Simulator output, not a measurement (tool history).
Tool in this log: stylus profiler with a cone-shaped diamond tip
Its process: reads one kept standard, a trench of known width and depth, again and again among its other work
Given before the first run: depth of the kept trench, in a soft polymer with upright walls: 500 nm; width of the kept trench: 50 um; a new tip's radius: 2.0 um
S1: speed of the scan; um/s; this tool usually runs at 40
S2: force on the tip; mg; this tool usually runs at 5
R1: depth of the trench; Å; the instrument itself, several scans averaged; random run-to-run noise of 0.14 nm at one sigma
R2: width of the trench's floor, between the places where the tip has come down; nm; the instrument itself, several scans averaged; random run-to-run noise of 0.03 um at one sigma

run,hour,S1,S2,R1,R2
1,0,40,5,5113.7,47270
2,116.9,40,5,5115.3,47220
3,191.6,40,13.93,5225.9,47290
4,258.2,40,13.93,5228.9,47240
5,369.2,40,13.93,5229.3,47300
6,442.7,40,5,5116.4,47230
7,528.6,35,5,5114.6,47250
8,632.2,35,5,5115.6,47220
9,733.6,35,5,5116.5,47260
10,805.9,35,5,5116.8,47180
11,860.3,40,5,5116.3,47220
12,914.4,40,5,5115.1,47240
13,1014,40,5,5114.4,47250
14,1090.3,11,5,5114.3,47300
15,1182.1,28,11.36,5197.8,47260
16,1255.1,119,5.04,5115.5,46970
17,1343.8,48,8.23,5164.2,47250
18,1412.6,48,8.23,5160.6,47220
19,1469.4,95,7.34,5150.2,47120
20,1569.7,95,7.34,5147.4,47090
21,1619.9,95,7.34,5149.8,47060
22,1708.3,95,2.85,5079.7,46970
23,1821.9,95,2.85,5080.5,46910
24,1902.8,95,2.85,5082.3,46940
25,1955.3,95,2.85,5078.5,46960
26,2027.2,13,3.15,5083,47240
# hour 2043.3: height scale calibrated on a step standard
27,2118.3,38,11.97,5207.2,47250
28,2202.4,38,11.97,5207.7,47280

5 ways to go on from here, each from the tool as it stands after run 28. What would each give?
A,2255.3,88,5.75,?,?
B,2255.3,10,1.71,?,?
C,2255.3,35,1.96,?,?
D,2255.3,10,5,?,?
E,2255.3,79,9.51,?,?

run,R1,R2
A,5126.5,47100
B,5053.3,47270
C,5059.4,47150
D,5113.9,47310
E,5177,47190
The same runs, with their run-to-run variation unchanged, on a tool lacking any hidden condition would have given:
run,R1,R2
A,5126.4,47110
B,5053.3,47280
C,5059.3,47160
D,5113.8,47320
E,5177,47200
